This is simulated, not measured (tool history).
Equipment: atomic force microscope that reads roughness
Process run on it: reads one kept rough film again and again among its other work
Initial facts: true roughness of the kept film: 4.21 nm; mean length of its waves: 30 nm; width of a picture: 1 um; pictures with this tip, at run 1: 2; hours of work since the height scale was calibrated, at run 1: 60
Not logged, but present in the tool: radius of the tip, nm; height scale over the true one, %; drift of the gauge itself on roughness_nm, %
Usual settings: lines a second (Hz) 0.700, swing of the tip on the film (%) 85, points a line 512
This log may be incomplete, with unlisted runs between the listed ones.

run,hour,lines a second (Hz),swing of the tip on the film (%),points a line,pictures with this tip,hours of work since the height scale was calibrated,roughness of the kept film (nm (root mean square))
1,0.0,0.700,85,512,2,60,3.532
2,9.4,0.700,85,512,16,65,3.478
3,26.4,0.700,80,512,39,75,3.444
4,37.7,0.700,80,512,55,82,3.435
5,50.8,0.700,80,512,74,89,3.363
6,71.6,0.700,80,512,103,102,3.293
7,80.6,1.934,85,512,115,107,2.840
8,96.3,0.700,85,704,137,116,3.144
9,117.3,0.700,85,512,167,128,3.080
# hour 119.0: new tip fitted
10,132.2,0.700,85,512,18,137,3.516
11,147.7,0.700,85,512,40,146,3.455
12,157.6,0.700,85,512,54,152,3.396
13,175.5,0.959,85,512,79,162,3.273
14,191.2,0.959,85,512,101,171,3.200
15,203.9,0.959,85,512,119,179,3.148
16,216.8,0.700,85,512,137,186,3.156
17,238.3,0.700,85,512,167,199,3.074
# hour 240.6: new tip fitted
18,253.5,0.700,85,385,18,207,3.520
19,274.0,0.700,85,385,47,219,3.402
20,292.7,0.700,85,908,73,230,3.360
21,304.4,0.700,85,908,90,237,3.289
22,319.0,0.700,85,512,110,246,3.257
23,333.7,0.700,85,512,131,254,3.169
24,344.3,0.700,85,512,146,260,3.143
25,357.8,0.700,85,512,165,268,3.126
# hour 361.1: new tip fitted
26,373.4,3.771,85,512,17,277,2.679
27,394.0,0.856,59,512,46,289,3.549
28,415.0,0.700,56,657,75,301,3.501
# hour 418.0: height scale calibrated on a step standard
29,432.5,2.456,59,311,98,8,3.289
30,446.0,0.841,83,534,117,16,3.172
31,466.4,0.841,83,1009,146,28,3.164
# hour 472.0: height scale calibrated on a step standard, once more
# hour 485.6: new tip fitted
32,486.5,0.841,71,1009,1,8,3.656
33,497.7,0.559,85,512,17,15,3.560
34,513.3,1.014,74,512,38,24,3.493
35,529.7,3.287,83,607,61,33,2.750
36,545.4,3.287,83,607,83,43,2.745
37,566.8,2.111,72,812,113,55,3.135
38,584.7,2.111,71,897,138,66,3.079
39,600.9,2.136,55,286,161,75,3.196
# hour 607.3: new tip fitted
40,616.9,1.576,77,382,13,84,3.380
41,627.5,1.576,75,542,28,90,3.411
42,648.5,0.717,65,411,57,103,3.522
43,663.5,0.717,65,411,78,111,3.491
44,680.6,0.643,62,502,102,121,3.454
45,695.9,0.668,56,910,124,130,3.385
46,706.7,0.668,56,910,139,137,3.382

Predict the results of run 47:
47,722.4,0.668,56,910,161,146,?

roughness of the kept film (nm (root mean square)): 3.317
The same run, on a tool lacking any hidden state, would have yielded roughness of the kept film (nm (root mean square)) 3.808.
